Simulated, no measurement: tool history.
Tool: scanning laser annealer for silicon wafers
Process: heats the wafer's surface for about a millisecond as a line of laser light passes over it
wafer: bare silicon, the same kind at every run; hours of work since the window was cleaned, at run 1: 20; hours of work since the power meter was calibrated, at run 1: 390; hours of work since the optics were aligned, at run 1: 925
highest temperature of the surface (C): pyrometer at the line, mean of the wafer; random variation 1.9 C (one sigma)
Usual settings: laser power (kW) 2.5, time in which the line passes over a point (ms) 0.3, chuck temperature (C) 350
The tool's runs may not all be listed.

| run | day | laser power (kW) | time in which the line passes over a point (ms) | chuck temperature (C) | hours of work since the window was cleaned | hours of work since the power meter was calibrated | hours of work since the optics were aligned | highest temperature of the surface (C) |
|---|---|---|---|---|---|---|---|---|
| 1 | 0 | 2.5 | 0.3 | 350 | 20 | 390 | 925 | 1163 |
| 2 | 0.333 | 2.5 | 0.3 | 350 | 25 | 395 | 930 | 1161 |
| 3 | 0.842 | 2.5 | 0.3 | 350 | 33 | 403 | 938 | 1159 |
| 4 | 1.412 | 2.5 | 0.3 | 350 | 42 | 412 | 947 | 1161 |
| 5 | 1.712 | 2.5 | 0.3 | 331 | 46 | 417 | 951 | 1141 |
| 6 | 2.379 | 2.635 | 0.3 | 350 | 57 | 427 | 962 | 1220 |
| 7 | 3.029 | 2.635 | 0.3 | 350 | 67 | 437 | 972 | 1214 |
| 8 | 3.45 | 2.635 | 0.3 | 350 | 73 | 444 | 979 | 1214 |
| 9 | 4.146 | 2.5 | 0.3 | 352 | 84 | 455 | 989 | 1158 |
| 10 | 4.55 | 2.5 | 0.3 | 352 | 91 | 461 | 996 | 1158 |
| 11 | 5.012 | 2.5 | 0.34 | 352 | 98 | 468 | 1003 | 1218 |
| 12 | 5.496 | 2.5 | 0.34 | 352 | 105 | 476 | 1010 | 1218 |
|  | 5.758 | optics aligned, line set to its width |
| 13 | 6.075 | 2.5 | 0.302 | 352 | 111 | 482 | 5 | 1155 |
| 14 | 6.704 | 2.5 | 0.302 | 352 | 121 | 491 | 15 | 1154 |
| 15 | 7.188 | 2.5 | 0.302 | 352 | 129 | 499 | 22 | 1153 |
| 16 | 7.588 | 2.5 | 0.302 | 352 | 135 | 505 | 29 | 1154 |
| 17 | 7.917 | 2.713 | 0.298 | 331 | 140 | 510 | 34 | 1219 |
|  | 8.304 | optics aligned, line set to its width, once more |
| 18 | 8.533 | 2.48 | 0.231 | 314 | 146 | 517 | 4 | 1000 |
| 19 | 9.004 | 2.591 | 0.3 | 369 | 154 | 524 | 11 | 1219 |
| 20 | 9.412 | 2.693 | 0.347 | 345 | 160 | 530 | 17 | 1316 |
| 21 | 9.971 | 2.582 | 0.337 | 350 | 169 | 539 | 26 | 1254 |
| 22 | 10.479 | 2.5 | 0.3 | 356 | 177 | 547 | 34 | 1164 |
| 23 | 10.804 | 2.299 | 0.3 | 355 | 182 | 552 | 39 | 1081 |
| 24 | 11.442 | 2.299 | 0.3 | 355 | 192 | 562 | 49 | 1079 |
| 25 | 12.1 | 2.614 | 0.3 | 352 | 202 | 572 | 59 | 1205 |
| 26 | 12.429 | 2.26 | 0.3 | 348 | 207 | 578 | 64 | 1056 |
| 27 | 13.121 | 2.5 | 0.3 | 386 | 218 | 588 | 75 | 1190 |
| 28 | 13.617 | 2.5 | 0.3 | 314 | 226 | 596 | 83 | 1118 |
| 29 | 14.1 | 2.5 | 0.3 | 314 | 233 | 604 | 90 | 1116 |
| 30 | 14.817 | 2.464 | 0.214 | 314 | 244 | 615 | 102 | 957 |

Forecast each of these 3 alternatives for the next run:
| A | 15.45 | 2.19 | 0.238 | 389 | 254 | 625 | 112 | ? |
| B | 15.45 | 2.509 | 0.366 | 335 | 254 | 625 | 112 | ? |
| C | 15.45 | 2.681 | 0.26 | 358 | 254 | 625 | 112 | ? |

| run | highest temperature of the surface (C) |
|---|---|
| A | 975 |
| B | 1235 |
| C | 1158 |
Without the tool's hidden state the same runs would have given:
| run | highest temperature of the surface (C) |
|---|---|
| A | 994 |
| B | 1265 |
| C | 1184 |

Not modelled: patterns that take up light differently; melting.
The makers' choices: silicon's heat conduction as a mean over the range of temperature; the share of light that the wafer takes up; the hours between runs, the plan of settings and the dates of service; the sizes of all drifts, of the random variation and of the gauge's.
